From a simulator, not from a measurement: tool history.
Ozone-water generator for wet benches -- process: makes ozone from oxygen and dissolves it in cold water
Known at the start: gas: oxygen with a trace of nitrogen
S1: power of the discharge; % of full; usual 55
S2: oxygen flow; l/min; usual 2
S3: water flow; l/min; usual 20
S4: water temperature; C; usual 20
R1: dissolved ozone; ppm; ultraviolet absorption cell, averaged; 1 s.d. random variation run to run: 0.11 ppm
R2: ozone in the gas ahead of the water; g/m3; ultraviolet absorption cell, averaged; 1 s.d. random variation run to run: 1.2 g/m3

{"run": 1, "hour": 0.0, "S1": 55, "S2": 2, "S3": 20, "S4": 20, "R1": 9.7, "R2": 218.9}
{"run": 2, "hour": 31.5, "S1": 55, "S2": 2, "S3": 20, "S4": 20, "R1": 9.8, "R2": 218.6}
{"run": 3, "hour": 53.6, "S1": 55, "S2": 2, "S3": 20, "S4": 21, "R1": 9.6, "R2": 221.7}
{"run": 4, "hour": 74.6, "S1": 55, "S2": 2, "S3": 20, "S4": 20, "R1": 9.9, "R2": 219.9}
{"run": 5, "hour": 102.0, "S1": 55, "S2": 2, "S3": 20, "S4": 20, "R1": 9.6, "R2": 220.1}
{"run": 6, "hour": 117.0, "S1": 55, "S2": 2, "S3": 20, "S4": 20, "R1": 9.8, "R2": 220.6}
{"run": 7, "hour": 132.4, "S1": 55, "S2": 2, "S3": 20, "S4": 20, "R1": 9.7, "R2": 216.4}
{"run": 8, "hour": 149.1, "S1": 55, "S2": 2, "S3": 20, "S4": 20, "R1": 9.9, "R2": 214.8}
{"run": 9, "hour": 174.9, "S1": 55, "S2": 2, "S3": 20, "S4": 20, "R1": 9.7, "R2": 216.9}
{"run": 10, "hour": 204.9, "S1": 55, "S2": 2, "S3": 20, "S4": 20, "R1": 9.7, "R2": 216.8}
{"run": 11, "hour": 231.9, "S1": 55, "S2": 2, "S3": 20, "S4": 20, "R1": 9.5, "R2": 217.3}
{"run": 12, "hour": 252.9, "S1": 55, "S2": 2, "S3": 20, "S4": 20, "R1": 9.7, "R2": 217.2}
{"run": 13, "hour": 287.4, "S1": 55, "S2": 2, "S3": 20, "S4": 20, "R1": 9.7, "R2": 219.8}
{"run": 14, "hour": 313.5, "S1": 55, "S2": 2, "S3": 20, "S4": 12, "R1": 10, "R2": 219.5}
{"run": 15, "hour": 347.4, "S1": 55, "S2": 2, "S3": 20, "S4": 12, "R1": 10.3, "R2": 216.8}
{"run": 16, "hour": 378.6, "S1": 55, "S2": 2, "S3": 20, "S4": 12, "R1": 10.1, "R2": 219.5}
{"run": 17, "hour": 412.5, "S1": 55, "S2": 2, "S3": 28, "S4": 20, "R1": 6.4, "R2": 217.7}
{"run": 18, "hour": 436.5, "S1": 55, "S2": 2, "S3": 28, "S4": 20, "R1": 6.7, "R2": 219.4}
{"run": 19, "hour": 453.1, "S1": 55, "S2": 2, "S3": 28, "S4": 20, "R1": 6.8, "R2": 216.9}
{"run": 20, "hour": 481.5, "S1": 51, "S2": 1.42, "S3": 16, "S4": 23, "R1": 9.6, "R2": 230.1}
{"run": 21, "hour": 495.9, "S1": 51, "S2": 1.42, "S3": 16, "S4": 23, "R1": 9.6, "R2": 230.7}
{"run": 22, "hour": 519.0, "S1": 51, "S2": 1.31, "S3": 15, "S4": 23, "R1": 9.8, "R2": 234.2}
{"run": 23, "hour": 537.8, "S1": 51, "S2": 1.31, "S3": 15, "S4": 23, "R1": 10.1, "R2": 234.1}
{"hour": 541.0, "done": "water thermometer calibrated"}
{"run": 24, "hour": 566.6, "S1": 51, "S2": 1.31, "S3": 15, "S4": 23, "R1": 10, "R2": 234.8}
{"run": 25, "hour": 587.8, "S1": 55, "S2": 2, "S3": 20, "S4": 18, "R1": 9.8, "R2": 218}
{"run": 26, "hour": 606.5, "S1": 78, "S2": 2, "S3": 21, "S4": 14, "R1": 12.9, "R2": 294.8}
{"hour": 623.9, "done": "water thermometer calibrated, once more"}
{"run": 27, "hour": 626.7, "S1": 78, "S2": 2, "S3": 21, "S4": 14, "R1": 12.9, "R2": 293.4}
{"run": 28, "hour": 657.6, "S1": 78, "S2": 3.31, "S3": 27, "S4": 12, "R1": 12.4, "R2": 248}
{"run": 29, "hour": 672.2, "S1": 78, "S2": 3.31, "S3": 30, "S4": 13, "R1": 10.8, "R2": 248.4}
{"run": 30, "hour": 690.8, "S1": 57, "S2": 3.46, "S3": 30, "S4": 24, "R1": 7.7, "R2": 187.5}
{"run": 31, "hour": 713.3, "S1": 55, "S2": 2.95, "S3": 17, "S4": 14, "R1": 13.8, "R2": 190.2}
{"run": 32, "hour": 734.2, "S1": 55, "S2": 2, "S3": 30, "S4": 20, "R1": 6, "R2": 217.6}
{"run": 33, "hour": 768.3, "S1": 45, "S2": 1.13, "S3": 16, "S4": 15, "R1": 8, "R2": 221.2}

Consider 4 possible next runs. They are alternatives, not a sequence: every one starts from the tool as it was left by run 33. What does each give?
{"run": "A", "hour": 793.5, "S1": 98, "S2": 1.46, "S3": 21, "S4": 20, "R1": "?", "R2": "?"}
{"run": "B", "hour": 793.5, "S1": 55, "S2": 1.42, "S3": 14, "S4": 21, "R1": "?", "R2": "?"}
{"run": "C", "hour": 793.5, "S1": 89, "S2": 3.43, "S3": 16, "S4": 15, "R1": "?", "R2": "?"}
{"run": "D", "hour": 793.5, "S1": 55, "S2": 2.24, "S3": 20, "S4": 20, "R1": "?", "R2": "?"}

run=A R1=12.8 R2=397.8
run=B R1=12.1 R2=246.5
run=C R1=22.8 R2=274.8
run=D R1=10 R2=209.7
Without the tool's unlogged condition, the same runs would have read:
run=A R1=14 R2=398.4
run=B R1=13.1 R2=246.8
run=C R1=24.7 R2=275.2
run=D R1=10.8 R2=209.9
